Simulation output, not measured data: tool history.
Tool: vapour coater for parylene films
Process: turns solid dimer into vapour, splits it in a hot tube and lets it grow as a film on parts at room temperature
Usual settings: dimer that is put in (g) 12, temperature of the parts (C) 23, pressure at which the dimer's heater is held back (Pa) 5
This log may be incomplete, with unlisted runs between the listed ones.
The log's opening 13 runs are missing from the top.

run,hour,dimer that is put in (g),temperature of the parts (C),pressure at which the dimer's heater is held back (Pa),hours of work since the trap's valve was overhauled,hours of work since the table's thermometer was calibrated,thickness of the film (nm)
14,575.3,12,23,5,185,997,3430
# hour 593.8: table's thermometer calibrated
15,628.8,12,23,5,225,27,3350
16,653.4,6,23,5,243,45,1670
17,705.4,12,25,5,283,85,3010
18,741.7,12,16,4.11,311,112,4710
19,784.1,12,33,6.9,343,145,1960
20,831.9,10,16,6.9,379,181,3670
21,856.1,5,23,10.67,397,199,1280
22,885.3,5,17,10.67,420,221,1720
23,924.7,7,33,6.49,450,251,1150
24,963.3,7,33,6.49,479,281,1110
25,1021.7,9,23,5,523,325,2400
26,1061.8,5,23,6.92,554,356,1290
27,1090.9,5,23,6.92,576,378,1280
# hour 1126.3: trap's valve overhauled
28,1126.3,6,23,5,0,402,1780
29,1157.5,14,30,5,24,425,2840
30,1191.9,7,31,5,50,451,1380
31,1249.6,7,31,5,94,495,1350
32,1297.3,7,19,11.97,130,532,2340
33,1343.5,12,21,2.8,165,567,4000

Below are 3 alternative next runs, each starting from the tool's condition after run 33. Predict each:
A,1402.5,12,23,6.03,210,612,?
B,1402.5,5,18,7.27,210,612,?
C,1402.5,10,16,6.99,210,612,?

run,thickness of the film (nm)
A,3400
B,1760
C,3880
Without the tool's hidden state the same runs would have given:
run,thickness of the film (nm)
A,3500
B,1810
C,3990
